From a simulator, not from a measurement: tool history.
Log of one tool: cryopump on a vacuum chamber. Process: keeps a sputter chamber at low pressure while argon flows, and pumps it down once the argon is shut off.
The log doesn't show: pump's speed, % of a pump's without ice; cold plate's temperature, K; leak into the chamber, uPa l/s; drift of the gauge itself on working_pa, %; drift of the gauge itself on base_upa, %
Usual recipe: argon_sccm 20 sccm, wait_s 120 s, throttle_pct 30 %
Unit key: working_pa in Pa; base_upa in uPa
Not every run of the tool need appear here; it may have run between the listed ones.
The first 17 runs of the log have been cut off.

| run | hour | argon_sccm | wait_s | throttle_pct | hours of work since the pump was warmed up and emptied | hours of work since the cold head was overhauled | hours of work since the chamber's fittings were tightened | working_pa | base_upa |
|---|---|---|---|---|---|---|---|---|---|
| 18 | 1225.6 | 29 | 60 | 17 | 418 | 2619 | 2619 | 0.323 | 5.77 |
| 19 | 1273.8 | 12 | 196 | 30 | 450 | 2651 | 2651 | 0.0798 | 5.6 |
| 20 | 1333.2 | 12 | 196 | 48 | 490 | 2690 | 2690 | 0.0546 | 5.92 |
|  | 1365.4 | pump warmed up, emptied and cooled again |
| 21 | 1435.6 | 12 | 196 | 48 | 47 | 2755 | 2755 | 0.0452 | 4.51 |
| 22 | 1515.2 | 14 | 28 | 30 | 99 | 2808 | 2808 | 0.0854 | 6.35 |
| 23 | 1610.2 | 10 | 150 | 19 | 162 | 2871 | 2871 | 0.0954 | 5.2 |
| 24 | 1682.7 | 21 | 27 | 23 | 211 | 2919 | 2919 | 0.1677 | 6.75 |
| 25 | 1764 | 21 | 55 | 16 | 265 | 2973 | 2973 | 0.2427 | 6.19 |
| 26 | 1839.6 | 20 | 36 | 18 | 315 | 3023 | 3023 | 0.2069 | 6.93 |
|  | 1850.2 | leaking fittings of the chamber tightened, without venting |
| 27 | 1920 | 20 | 36 | 18 | 367 | 3075 | 46 | 0.2081 | 1.95 |
| 28 | 1977.2 | 20 | 36 | 18 | 405 | 3113 | 84 | 0.2102 | 2.03 |
| 29 | 2027.2 | 20 | 36 | 18 | 438 | 3146 | 117 | 0.21 | 2.17 |
| 30 | 2112.2 | 12 | 231 | 30 | 494 | 3203 | 174 | 0.0812 | 1.11 |

Here are 3 independent what-if runs from the current tool condition. What would each one return?
|  | 2139.9 | pump warmed up, emptied and cooled again |
| A | 2193.2 | 36 | 143 | 26 | 35 | 3253 | 224 | ? | ? |
|  | 2139.9 | pump warmed up, emptied and cooled again |
| B | 2193.2 | 21 | 81 | 17 | 35 | 3253 | 224 | ? | ? |
|  | 2139.9 | pump warmed up, emptied and cooled again |
| C | 2193.2 | 15 | 23 | 51 | 35 | 3253 | 224 | ? | ? |

| run | working_pa | base_upa |
|---|---|---|
| A | 0.2482 | 1.09 |
| B | 0.221 | 1.3 |
| C | 0.0544 | 2.87 |
The same runs, with their run-to-run variation unchanged, on a tool lacking any hidden condition would have given:
| run | working_pa | base_upa |
|---|---|---|
| A | 0.2442 | 0.69 |
| B | 0.2186 | 0.91 |
| C | 0.0527 | 2.47 |
